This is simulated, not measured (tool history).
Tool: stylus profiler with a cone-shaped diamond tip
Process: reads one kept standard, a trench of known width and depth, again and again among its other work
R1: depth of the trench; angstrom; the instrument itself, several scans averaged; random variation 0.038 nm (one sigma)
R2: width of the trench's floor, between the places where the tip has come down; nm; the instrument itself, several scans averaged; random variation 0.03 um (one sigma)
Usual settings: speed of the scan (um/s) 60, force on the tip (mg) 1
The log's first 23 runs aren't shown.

run 24 day=23.162 | speed_of_the_scan_(um/s)=40 force_on_the_tip_(mg)=0.44 | R1=1002.2 R2=47080
run 25 day=23.962 | speed_of_the_scan_(um/s)=40 force_on_the_tip_(mg)=0.44 | R1=1002.2 R2=47060
run 26 day=25.262 | speed_of_the_scan_(um/s)=40 force_on_the_tip_(mg)=0.44 | R1=1003 R2=47020
run 27 day=26.438 | speed_of_the_scan_(um/s)=40 force_on_the_tip_(mg)=1.89 | R1=1010.7 R2=47240
run 28 day=27.667 | speed_of_the_scan_(um/s)=40 force_on_the_tip_(mg)=1.89 | R1=1010.7 R2=47100
run 29 day=28.4 | speed_of_the_scan_(um/s)=40 force_on_the_tip_(mg)=1.89 | R1=1011.4 R2=47110
run 30 day=29.4 | speed_of_the_scan_(um/s)=158 force_on_the_tip_(mg)=1.78 | R1=1010.2 R2=46710
run 31 day=30.354 | speed_of_the_scan_(um/s)=21 force_on_the_tip_(mg)=0.5 | R1=1002 R2=47230
run 32 day=30.971 | speed_of_the_scan_(um/s)=51 force_on_the_tip_(mg)=0.56 | R1=1003.6 R2=46900
run 33 day=31.696 | speed_of_the_scan_(um/s)=64 force_on_the_tip_(mg)=2.59 | R1=1014 R2=47050
run 34 day=32.988 | speed_of_the_scan_(um/s)=64 force_on_the_tip_(mg)=2.59 | R1=1014.2 R2=47100
run 35 day=33.883 | speed_of_the_scan_(um/s)=34 force_on_the_tip_(mg)=1 | R1=1005.4 R2=47080
run 36 day=35.204 | speed_of_the_scan_(um/s)=51 force_on_the_tip_(mg)=0.84 | R1=1004.8 R2=46950
run 37 day=35.975 | speed_of_the_scan_(um/s)=51 force_on_the_tip_(mg)=0.84 | R1=1005.1 R2=46900
run 38 day=36.6 | speed_of_the_scan_(um/s)=107 force_on_the_tip_(mg)=0.8 | R1=1004.6 R2=46500
run 39 day=37.625 | speed_of_the_scan_(um/s)=42 force_on_the_tip_(mg)=0.46 | R1=1002 R2=46830
run 40 day=38.383 | speed_of_the_scan_(um/s)=122 force_on_the_tip_(mg)=0.66 | R1=1003.3 R2=46310
run 41 day=39.483 | speed_of_the_scan_(um/s)=122 force_on_the_tip_(mg)=0.66 | R1=1003.5 R2=46340
run 42 day=40.525 | speed_of_the_scan_(um/s)=122 force_on_the_tip_(mg)=0.66 | R1=1002.9 R2=46350
run 43 day=41.688 | speed_of_the_scan_(um/s)=18 force_on_the_tip_(mg)=0.52 | R1=1002.7 R2=47040
run 44 day=42.254 | speed_of_the_scan_(um/s)=164 force_on_the_tip_(mg)=1 | R1=1004.9 R2=46220
run 45 day=43.383 | speed_of_the_scan_(um/s)=164 force_on_the_tip_(mg)=1 | R1=1005.6 R2=46270
run 46 day=44.717 | speed_of_the_scan_(um/s)=154 force_on_the_tip_(mg)=2.66 | R1=1013.7 R2=46610

Forecast each of these 4 alternatives for the next run:
run A day=45.867 | speed_of_the_scan_(um/s)=38 force_on_the_tip_(mg)=0.38 | R1=? R2=?
run B day=45.867 | speed_of_the_scan_(um/s)=123 force_on_the_tip_(mg)=1 | R1=? R2=?
run C day=45.867 | speed_of_the_scan_(um/s)=74 force_on_the_tip_(mg)=0.55 | R1=? R2=?
run D day=45.867 | speed_of_the_scan_(um/s)=60 force_on_the_tip_(mg)=0.95 | R1=? R2=?

run=A R1=1000.9 R2=46810
run=B R1=1005.3 R2=46450
run=C R1=1002.3 R2=46530
run=D R1=1004.8 R2=46720
Without the tool's hidden state the same runs would have given:
run=A R1=1005.4 R2=47650
run=B R1=1009.8 R2=47290
run=C R1=1006.8 R2=47370
run=D R1=1009.3 R2=47560
